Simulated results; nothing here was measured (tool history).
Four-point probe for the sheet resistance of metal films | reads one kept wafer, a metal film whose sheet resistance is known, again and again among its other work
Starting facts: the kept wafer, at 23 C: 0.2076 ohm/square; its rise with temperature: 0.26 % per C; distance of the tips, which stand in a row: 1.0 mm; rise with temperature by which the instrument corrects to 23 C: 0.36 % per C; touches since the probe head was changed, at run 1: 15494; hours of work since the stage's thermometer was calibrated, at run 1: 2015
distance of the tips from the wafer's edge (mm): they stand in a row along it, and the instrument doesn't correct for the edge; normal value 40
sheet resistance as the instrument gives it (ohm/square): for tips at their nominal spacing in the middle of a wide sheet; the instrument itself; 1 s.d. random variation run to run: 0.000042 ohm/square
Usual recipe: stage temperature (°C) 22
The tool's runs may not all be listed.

| run | hour | stage temperature (°C) | distance of the tips from the wafer's edge (mm) | touches since the probe head was changed | hours of work since the stage's thermometer was calibrated | sheet resistance as the instrument gives it (ohm/square) |
|---|---|---|---|---|---|---|
| 1 | 0 | 22 | 40 | 15494 | 2015 | 0.207299 |
| 2 | 37.1 | 22 | 40 | 16344 | 2037 | 0.207342 |
| 3 | 74.7 | 22 | 40 | 17207 | 2061 | 0.207356 |
| 4 | 104 | 22 | 8 | 17879 | 2079 | 0.209039 |
| 5 | 134.3 | 22 | 4 | 18573 | 2097 | 0.214068 |
| 6 | 159.1 | 22 | 40 | 19140 | 2113 | 0.207397 |
| 7 | 182.3 | 22 | 40 | 19674 | 2127 | 0.2074 |
| 8 | 218.1 | 22 | 40 | 20494 | 2149 | 0.207382 |
| 9 | 255.1 | 26 | 40 | 21341 | 2172 | 0.206579 |
| 10 | 296.7 | 26 | 40 | 22295 | 2197 | 0.206543 |
| 11 | 330 | 22 | 47 | 23058 | 2218 | 0.207437 |
| 12 | 355.6 | 22 | 4 | 23644 | 2234 | 0.214174 |
| 13 | 399 | 22 | 4 | 24640 | 2260 | 0.214128 |
| 14 | 430.8 | 22 | 4 | 25369 | 2280 | 0.214034 |
| 15 | 461.7 | 22 | 4 | 26077 | 2299 | 0.214208 |
| 16 | 508.5 | 22 | 13 | 27149 | 2328 | 0.20814 |
| 17 | 530.1 | 22 | 40 | 27644 | 2341 | 0.207418 |
| 18 | 557.8 | 22 | 40 | 28279 | 2358 | 0.207475 |
| 19 | 600.3 | 22 | 40 | 29254 | 2384 | 0.207465 |
| 20 | 638.4 | 22 | 40 | 30127 | 2408 | 0.20755 |
| 21 | 663.8 | 22 | 40 | 30708 | 2423 | 0.207532 |
| 22 | 694 | 22 | 66 | 31400 | 2442 | 0.207492 |
|  | 720.4 | stage's thermometer calibrated |
| 23 | 725.5 | 22 | 12 | 32111 | 3 | 0.207892 |
| 24 | 750.8 | 18 | 4 | 32692 | 19 | 0.214704 |
| 25 | 773.8 | 18 | 4 | 33219 | 33 | 0.214856 |
| 26 | 809.8 | 28 | 9 | 34043 | 55 | 0.207175 |
| 27 | 836.4 | 23 | 27 | 34654 | 71 | 0.207089 |
| 28 | 879 | 20 | 18 | 35630 | 98 | 0.207925 |
| 29 | 899.4 | 19 | 4 | 36097 | 110 | 0.214585 |
| 30 | 919.4 | 23 | 12 | 36555 | 123 | 0.207678 |
| 31 | 959 | 32 | 3 | 37464 | 147 | 0.216546 |
| 32 | 998.2 | 32 | 3 | 38363 | 171 | 0.216584 |
| 33 | 1033.6 | 27 | 7 | 39173 | 193 | 0.208273 |
| 34 | 1057 | 26 | 18 | 39708 | 207 | 0.206637 |
| 35 | 1082.5 | 26 | 18 | 40294 | 223 | 0.206728 |
| 36 | 1107.9 | 22 | 15 | 40875 | 239 | 0.20761 |
| 37 | 1140.3 | 24 | 5 | 41618 | 259 | 0.211109 |
| 38 | 1165.7 | 31 | 14 | 42200 | 274 | 0.205828 |
| 39 | 1213.1 | 33 | 4 | 43287 | 303 | 0.211582 |
| 40 | 1255.4 | 33 | 4 | 44256 | 330 | 0.211598 |
| 41 | 1286.4 | 20 | 4 | 44968 | 349 | 0.214476 |
| 42 | 1327.2 | 23 | 41 | 45902 | 374 | 0.207192 |
| 43 | 1373.8 | 23 | 41 | 46970 | 402 | 0.207083 |
| 44 | 1423.4 | 23 | 41 | 48107 | 433 | 0.207182 |
| 45 | 1459.4 | 27 | 12 | 48933 | 455 | 0.206953 |

Forecast each of these 4 alternatives for the next run:
| A | 1500.8 | 25 | 19 | 49881 | 481 | ? |
| B | 1500.8 | 23 | 27 | 49881 | 481 | ? |
| C | 1500.8 | 34 | 66 | 49881 | 481 | ? |
| D | 1500.8 | 29 | 10 | 49881 | 481 | ? |

| run | sheet resistance as the instrument gives it (ohm/square) |
|---|---|
| A | 0.206992 |
| B | 0.207286 |
| C | 0.204809 |
| D | 0.206926 |
With the hidden condition removed and each run's random variation left untouched, the same runs would have given:
| run | sheet resistance as the instrument gives it (ohm/square) |
|---|---|
| A | 0.207491 |
| B | 0.207785 |
| C | 0.205306 |
| D | 0.207426 |
